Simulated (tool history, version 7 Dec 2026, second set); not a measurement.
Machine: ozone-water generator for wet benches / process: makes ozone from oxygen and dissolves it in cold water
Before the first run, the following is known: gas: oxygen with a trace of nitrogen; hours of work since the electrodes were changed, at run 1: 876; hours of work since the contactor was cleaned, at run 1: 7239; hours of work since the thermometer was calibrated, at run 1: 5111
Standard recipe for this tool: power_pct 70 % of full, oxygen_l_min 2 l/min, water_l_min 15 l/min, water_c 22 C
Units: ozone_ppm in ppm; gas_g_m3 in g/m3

run	hour	power_pct	oxygen_l_min	water_l_min	water_c	hours of work since the electrodes were changed	hours of work since the contactor was cleaned	hours of work since the thermometer was calibrated	ozone_ppm	gas_g_m3
1	0	70	2	15	22	876	7239	5111	10.2	139.3
2	29.7	70	2	15	22	905	7268	5140	10	138.7
3	61.3	98	2	15	22	936	7299	5170	12.1	164.8
4	99.7	98	2	15	22	973	7336	5208	11.9	165.5
5	131	98	2	15	22	1004	7366	5238	12	167
# hour 160.6: water thermometer calibrated
6	164.3	98	2	15	22	1035	7398	4	12	165.9
7	190.5	70	2	15	22	1061	7424	29	10.1	139
8	233.1	70	2	16	22	1102	7465	70	9.3	138.6
9	257.9	70	2	15	22	1127	7489	95	10.1	139.7
10	301.1	45	2	15	22	1169	7531	137	8	109.5
11	339.4	70	2	15	22	1206	7569	174	9.9	138.4
12	363.9	70	2	15	22	1230	7592	198	10.1	137.8
# hour 371.9: contactor cleaned
13	390.8	70	2	15	22	1252	18	220	9.7	140.3
14	424.4	70	2	15	22	1285	51	253	10	139.7
15	456.4	70	2	15	22	1316	82	284	9.8	138.5
16	483.2	70	2	15	22	1342	108	310	9.9	138.5
17	507.5	70	2	11	22	1366	132	334	12.5	137.7
18	544.5	70	2	11	22	1402	168	370	12.9	139.6
# hour 555.2: contactor cleaned, once more
19	570.3	68	3.27	23	22	1423	15	391	8.1	112
20	602.3	68	3.27	23	22	1454	46	422	8.3	114.3
21	646	70	2	22	22	1496	88	464	7.3	140.2
22	681.5	70	2	22	22	1531	123	499	7.4	138.5
23	720	78	1.11	16	15	1568	160	536	8.6	181.7
24	738.6	78	1.11	16	15	1587	178	555	8.7	185.5
25	763.7	70	3.52	23	19	1611	203	579	8.7	110.9
26	790	70	2.08	15	22	1636	228	605	10.2	137.1
27	809.7	70	2.08	15	22	1656	248	624	10.3	137.1
28	847.2	70	2.08	15	22	1692	284	660	10.4	137.3
29	869.5	62	1.13	12	19	1714	306	682	10.2	162.7
30	912.2	70	1.38	15	22	1755	347	724	9.1	157.4
31	953.4	70	1.77	23	22	1796	387	764	6.6	144.9
32	991.6	70	1.77	23	22	1833	425	801	6.5	144.5
33	1030.9	89	1.77	23	15	1871	463	839	8.1	161.4

Consider 3 possible next runs. They are alternatives, not a sequence: every one starts from the tool as it was left by run 33. What does each give?
A	1070.4	70	2	10	16	1909	501	877	?	?
B	1070.4	89	1.77	24	15	1909	501	877	?	?
C	1070.4	70	2	15	14	1909	501	877	?	?

run	ozone_ppm	gas_g_m3
A	15.1	137.3
B	7.4	163.9
C	10.9	138.1
The same runs, with their run-to-run variation unchanged, on a tool lacking any hidden condition would have given:
run	ozone_ppm	gas_g_m3
A	15.6	141.4
B	7.8	169.4
C	11.3	142.3

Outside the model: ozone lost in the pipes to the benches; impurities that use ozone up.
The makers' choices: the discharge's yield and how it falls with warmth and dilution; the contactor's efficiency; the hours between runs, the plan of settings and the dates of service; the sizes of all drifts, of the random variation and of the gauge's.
